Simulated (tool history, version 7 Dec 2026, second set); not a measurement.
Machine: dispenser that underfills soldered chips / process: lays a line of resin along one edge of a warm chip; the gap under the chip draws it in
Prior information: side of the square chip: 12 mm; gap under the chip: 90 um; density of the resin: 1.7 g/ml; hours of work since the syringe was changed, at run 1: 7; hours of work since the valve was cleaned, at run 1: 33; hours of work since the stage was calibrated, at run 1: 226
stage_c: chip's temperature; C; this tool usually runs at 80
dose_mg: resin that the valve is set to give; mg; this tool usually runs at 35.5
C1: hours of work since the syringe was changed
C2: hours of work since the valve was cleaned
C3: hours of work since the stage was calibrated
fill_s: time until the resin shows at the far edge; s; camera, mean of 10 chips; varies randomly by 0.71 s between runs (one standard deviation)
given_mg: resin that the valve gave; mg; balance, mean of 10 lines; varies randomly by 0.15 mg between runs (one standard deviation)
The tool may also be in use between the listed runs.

{"run": 1, "hour": 0.0, "stage_c": 80, "dose_mg": 35.5, "C1": 7, "C2": 33, "C3": 226, "fill_s": 112.0, "given_mg": 34.58}
{"run": 2, "hour": 5.2, "stage_c": 80, "dose_mg": 35.5, "C1": 11, "C2": 37, "C3": 229, "fill_s": 148.7, "given_mg": 34.44}
{"hour": 7.1, "done": "new syringe of resin"}
{"run": 3, "hour": 10.9, "stage_c": 74, "dose_mg": 35.5, "C1": 3, "C2": 41, "C3": 233, "fill_s": 98.1, "given_mg": 34.09}
{"run": 4, "hour": 16.8, "stage_c": 74, "dose_mg": 35.5, "C1": 7, "C2": 45, "C3": 237, "fill_s": 136.9, "given_mg": 34.29}
{"hour": 23.7, "done": "new syringe of resin"}
{"run": 5, "hour": 25.0, "stage_c": 80, "dose_mg": 35.5, "C1": 1, "C2": 51, "C3": 243, "fill_s": 70.7, "given_mg": 34.12}
{"hour": 30.4, "done": "dispensing valve cleaned and set on the balance"}
{"run": 6, "hour": 34.8, "stage_c": 80, "dose_mg": 35.5, "C1": 7, "C2": 3, "C3": 249, "fill_s": 112.4, "given_mg": 35.62}
{"hour": 41.9, "done": "new syringe of resin"}
{"run": 7, "hour": 42.1, "stage_c": 80, "dose_mg": 35.5, "C1": 0, "C2": 8, "C3": 254, "fill_s": 67.3, "given_mg": 35.28}
{"run": 8, "hour": 48.3, "stage_c": 80, "dose_mg": 35.5, "C1": 5, "C2": 13, "C3": 259, "fill_s": 93.5, "given_mg": 35.45}
{"run": 9, "hour": 56.0, "stage_c": 80, "dose_mg": 35.5, "C1": 10, "C2": 18, "C3": 264, "fill_s": 136.7, "given_mg": 35.01}
{"hour": 59.3, "done": "new syringe of resin"}
{"run": 10, "hour": 61.1, "stage_c": 80, "dose_mg": 35.5, "C1": 1, "C2": 22, "C3": 268, "fill_s": 75.0, "given_mg": 35.09}
{"run": 11, "hour": 68.2, "stage_c": 90, "dose_mg": 35.5, "C1": 6, "C2": 27, "C3": 273, "fill_s": 79.8, "given_mg": 34.98}
{"run": 12, "hour": 74.8, "stage_c": 90, "dose_mg": 35.5, "C1": 11, "C2": 32, "C3": 278, "fill_s": 114.3, "given_mg": 34.51}
{"hour": 76.1, "done": "new syringe of resin"}
{"run": 13, "hour": 84.9, "stage_c": 90, "dose_mg": 35.5, "C1": 6, "C2": 39, "C3": 285, "fill_s": 81.2, "given_mg": 34.66}
{"hour": 93.1, "done": "new syringe of resin"}
{"run": 14, "hour": 95.1, "stage_c": 90, "dose_mg": 35.5, "C1": 1, "C2": 46, "C3": 292, "fill_s": 57.1, "given_mg": 34.15}
{"run": 15, "hour": 100.8, "stage_c": 80, "dose_mg": 32.5, "C1": 6, "C2": 50, "C3": 296, "fill_s": 102.4, "given_mg": 31.37}
{"hour": 107.7, "done": "dispensing valve cleaned and set on the balance"}
{"hour": 110.8, "done": "new syringe of resin"}
{"run": 16, "hour": 110.9, "stage_c": 80, "dose_mg": 32.5, "C1": 0, "C2": 2, "C3": 302, "fill_s": 68.8, "given_mg": 32.36}
{"hour": 114.7, "done": "stage's temperature calibrated"}
{"run": 17, "hour": 117.2, "stage_c": 80, "dose_mg": 32.5, "C1": 4, "C2": 6, "C3": 2, "fill_s": 85.1, "given_mg": 32.27}
{"run": 18, "hour": 122.0, "stage_c": 80, "dose_mg": 32.5, "C1": 7, "C2": 9, "C3": 5, "fill_s": 110.7, "given_mg": 32.11}
{"hour": 128.8, "done": "new syringe of resin"}
{"run": 19, "hour": 128.8, "stage_c": 80, "dose_mg": 32.5, "C1": 0, "C2": 14, "C3": 10, "fill_s": 65.3, "given_mg": 31.96}
{"run": 20, "hour": 133.3, "stage_c": 70, "dose_mg": 32.9, "C1": 3, "C2": 17, "C3": 13, "fill_s": 111.8, "given_mg": 32.49}
{"run": 21, "hour": 142.5, "stage_c": 69, "dose_mg": 39.0, "C1": 10, "C2": 24, "C3": 20, "fill_s": 185.8, "given_mg": 38.15}
{"hour": 145.9, "done": "new syringe of resin"}
{"run": 22, "hour": 150.3, "stage_c": 69, "dose_mg": 39.0, "C1": 3, "C2": 29, "C3": 25, "fill_s": 112.4, "given_mg": 37.98}
{"run": 23, "hour": 159.1, "stage_c": 93, "dose_mg": 45.2, "C1": 9, "C2": 36, "C3": 31, "fill_s": 85.7, "given_mg": 44.24}
{"hour": 162.9, "done": "new syringe of resin"}
{"run": 24, "hour": 168.9, "stage_c": 93, "dose_mg": 45.2, "C1": 4, "C2": 42, "C3": 38, "fill_s": 61.5, "given_mg": 43.39}
{"run": 25, "hour": 178.4, "stage_c": 76, "dose_mg": 40.8, "C1": 11, "C2": 49, "C3": 45, "fill_s": 163.0, "given_mg": 39.25}
{"hour": 180.1, "done": "new syringe of resin"}
{"hour": 186.5, "done": "dispensing valve cleaned and set on the balance"}
{"run": 26, "hour": 187.4, "stage_c": 74, "dose_mg": 44.4, "C1": 5, "C2": 1, "C3": 51, "fill_s": 104.2, "given_mg": 44.67}
{"run": 27, "hour": 191.8, "stage_c": 80, "dose_mg": 35.1, "C1": 8, "C2": 4, "C3": 54, "fill_s": 114.8, "given_mg": 35.18}
{"run": 28, "hour": 197.3, "stage_c": 80, "dose_mg": 35.1, "C1": 12, "C2": 8, "C3": 58, "fill_s": 152.7, "given_mg": 34.73}
{"hour": 198.4, "done": "new syringe of resin"}
{"run": 29, "hour": 206.1, "stage_c": 91, "dose_mg": 35.5, "C1": 6, "C2": 14, "C3": 64, "fill_s": 74.1, "given_mg": 35.19}
{"run": 30, "hour": 210.5, "stage_c": 66, "dose_mg": 33.2, "C1": 9, "C2": 17, "C3": 67, "fill_s": 194.5, "given_mg": 32.59}
{"hour": 215.2, "done": "new syringe of resin"}
{"run": 31, "hour": 219.9, "stage_c": 76, "dose_mg": 34.5, "C1": 3, "C2": 24, "C3": 74, "fill_s": 96.3, "given_mg": 33.91}
{"run": 32, "hour": 226.2, "stage_c": 82, "dose_mg": 35.5, "C1": 8, "C2": 28, "C3": 78, "fill_s": 109.9, "given_mg": 35.01}
{"hour": 232.1, "done": "new syringe of resin"}
{"run": 33, "hour": 236.2, "stage_c": 82, "dose_mg": 35.5, "C1": 3, "C2": 35, "C3": 85, "fill_s": 78.4, "given_mg": 34.76}
{"run": 34, "hour": 244.4, "stage_c": 80, "dose_mg": 37.0, "C1": 9, "C2": 41, "C3": 91, "fill_s": 123.4, "given_mg": 35.97}
{"hour": 248.8, "done": "new syringe of resin"}
{"run": 35, "hour": 254.2, "stage_c": 95, "dose_mg": 35.5, "C1": 4, "C2": 48, "C3": 98, "fill_s": 58.6, "given_mg": 34.25}

Across each entry between runs, compare the hidden state at the last listed run before it with the hidden state at the first listed run after it:
From run 2 to run 3: new syringe of resin (hour 7.1)
  resin's viscosity, % of fresh resin's: 217.7 -> 122.2; dose that the valve gives, % of what is set: 96.89 -> 96.57; true chip temperature over the reading, C: -1.42 -> -1.45
  what was measured, less what the result would be without the hidden state, fill_s: +83.8 -> +21.7 s; given_mg: -1.11 -> -1.21 mg
From run 4 to run 5: new syringe of resin (hour 23.7)
  resin's viscosity, % of fresh resin's: 165.8 -> 103.5; dose that the valve gives, % of what is set: 96.23 -> 95.8; true chip temperature over the reading, C: -1.48 -> -1.52
  what was measured, less what the result would be without the hidden state, fill_s: +58.4 -> +5.7 s; given_mg: -1.34 -> -1.49 mg
From run 5 to run 6: dispensing valve cleaned and set on the balance (hour 30.4)
  resin's viscosity, % of fresh resin's: 103.5 -> 163.8; dose that the valve gives, % of what is set: 95.8 -> 99.91; true chip temperature over the reading, C: -1.52 -> -1.57
  what was measured, less what the result would be without the hidden state, fill_s: +5.7 -> +47.1 s; given_mg: -1.49 -> -0.03 mg
From run 6 to run 7: new syringe of resin (hour 41.9)
  resin's viscosity, % of fresh resin's: 163.8 -> 99.5; dose that the valve gives, % of what is set: 99.91 -> 99.49; true chip temperature over the reading, C: -1.57 -> -1.61
  what was measured, less what the result would be without the hidden state, fill_s: +47.1 -> +2.9 s; given_mg: -0.03 -> -0.18 mg
From run 9 to run 10: new syringe of resin (hour 59.3)
  resin's viscosity, % of fresh resin's: 205.3 -> 109.7; dose that the valve gives, % of what is set: 98.7 -> 98.43; true chip temperature over the reading, C: -1.68 -> -1.7
  what was measured, less what the result would be without the hidden state, fill_s: +73.6 -> +10.1 s; given_mg: -0.46 -> -0.56 mg
From run 12 to run 13: new syringe of resin (hour 76.1)
  resin's viscosity, % of fresh resin's: 224.3 -> 158.5; dose that the valve gives, % of what is set: 97.69 -> 97.16; true chip temperature over the reading, C: -1.77 -> -1.82
  what was measured, less what the result would be without the hidden state, fill_s: +65.9 -> +32.7 s; given_mg: -0.82 -> -1.01 mg
From run 13 to run 14: new syringe of resin (hour 93.1)
  resin's viscosity, % of fresh resin's: 158.5 -> 111.8; dose that the valve gives, % of what is set: 97.16 -> 96.64; true chip temperature over the reading, C: -1.82 -> -1.87
  what was measured, less what the result would be without the hidden state, fill_s: +32.7 -> +8.9 s; given_mg: -1.01 -> -1.19 mg
From run 15 to run 16: dispensing valve cleaned and set on the balance (hour 107.7); new syringe of resin (hour 110.8)
  resin's viscosity, % of fresh resin's: 150.6 -> 100.9; dose that the valve gives, % of what is set: 96.32 -> 99.74; true chip temperature over the reading, C: -1.9 -> -1.94
  what was measured, less what the result would be without the hidden state, fill_s: +38.8 -> +4.5 s; given_mg: -1.20 -> -0.09 mg
From run 16 to run 17: stage's temperature calibrated (hour 114.7)
  resin's viscosity, % of fresh resin's: 100.9 -> 133.1; dose that the valve gives, % of what is set: 99.74 -> 99.42; true chip temperature over the reading, C: -1.94 -> 0.14
  what was measured, less what the result would be without the hidden state, fill_s: +4.5 -> +21.0 s; given_mg: -0.09 -> -0.18 mg
From run 18 to run 19: new syringe of resin (hour 128.8)
  resin's viscosity, % of fresh resin's: 170.4 -> 100.9; dose that the valve gives, % of what is set: 99.2 -> 98.81; true chip temperature over the reading, C: 0.11 -> 0.08
  what was measured, less what the result would be without the hidden state, fill_s: +45.4 -> +0.6 s; given_mg: -0.26 -> -0.39 mg
From run 21 to run 22: new syringe of resin (hour 145.9)
  resin's viscosity, % of fresh resin's: 205.1 -> 124.9; dose that the valve gives, % of what is set: 98.03 -> 97.66; true chip temperature over the reading, C: 0 -> -0.04
  what was measured, less what the result would be without the hidden state, fill_s: +95.3 -> +22.7 s; given_mg: -0.76 -> -0.91 mg
From run 23 to run 24: new syringe of resin (hour 162.9)
  resin's viscosity, % of fresh resin's: 197.3 -> 138.2; dose that the valve gives, % of what is set: 97.2 -> 96.65; true chip temperature over the reading, C: -0.09 -> -0.14
  what was measured, less what the result would be without the hidden state, fill_s: +42.5 -> +17.1 s; given_mg: -1.27 -> -1.51 mg
From run 25 to run 26: new syringe of resin (hour 180.1); dispensing valve cleaned and set on the balance (hour 186.5)
  resin's viscosity, % of fresh resin's: 226.9 -> 138.9; dose that the valve gives, % of what is set: 96.18 -> 100.09; true chip temperature over the reading, C: -0.19 -> -0.23
  what was measured, less what the result would be without the hidden state, fill_s: +91.9 -> +29.8 s; given_mg: -1.56 -> +0.04 mg
From run 28 to run 29: new syringe of resin (hour 198.4)
  resin's viscosity, % of fresh resin's: 231.9 -> 153.2; dose that the valve gives, % of what is set: 99.58 -> 99.06; true chip temperature over the reading, C: -0.28 -> -0.32
  what was measured, less what the result would be without the hidden state, fill_s: +87.4 -> +26.1 s; given_mg: -0.15 -> -0.33 mg
From run 30 to run 31: new syringe of resin (hour 215.2)
  resin's viscosity, % of fresh resin's: 192 -> 128; dose that the valve gives, % of what is set: 98.82 -> 98.36; true chip temperature over the reading, C: -0.35 -> -0.4
  what was measured, less what the result would be without the hidden state, fill_s: +94.7 -> +22.1 s; given_mg: -0.38 -> -0.57 mg
From run 32 to run 33: new syringe of resin (hour 232.1)
  resin's viscosity, % of fresh resin's: 178.1 -> 124.1; dose that the valve gives, % of what is set: 98 -> 97.48; true chip temperature over the reading, C: -0.43 -> -0.48
  what was measured, less what the result would be without the hidden state, fill_s: +49.0 -> +16.2 s; given_mg: -0.72 -> -0.90 mg
From run 34 to run 35: new syringe of resin (hour 248.8)
  resin's viscosity, % of fresh resin's: 190.4 -> 133; dose that the valve gives, % of what is set: 97.07 -> 96.58; true chip temperature over the reading, C: -0.53 -> -0.58
  what was measured, less what the result would be without the hidden state, fill_s: +59.7 -> +15.3 s; given_mg: -1.09 -> -1.21 mg

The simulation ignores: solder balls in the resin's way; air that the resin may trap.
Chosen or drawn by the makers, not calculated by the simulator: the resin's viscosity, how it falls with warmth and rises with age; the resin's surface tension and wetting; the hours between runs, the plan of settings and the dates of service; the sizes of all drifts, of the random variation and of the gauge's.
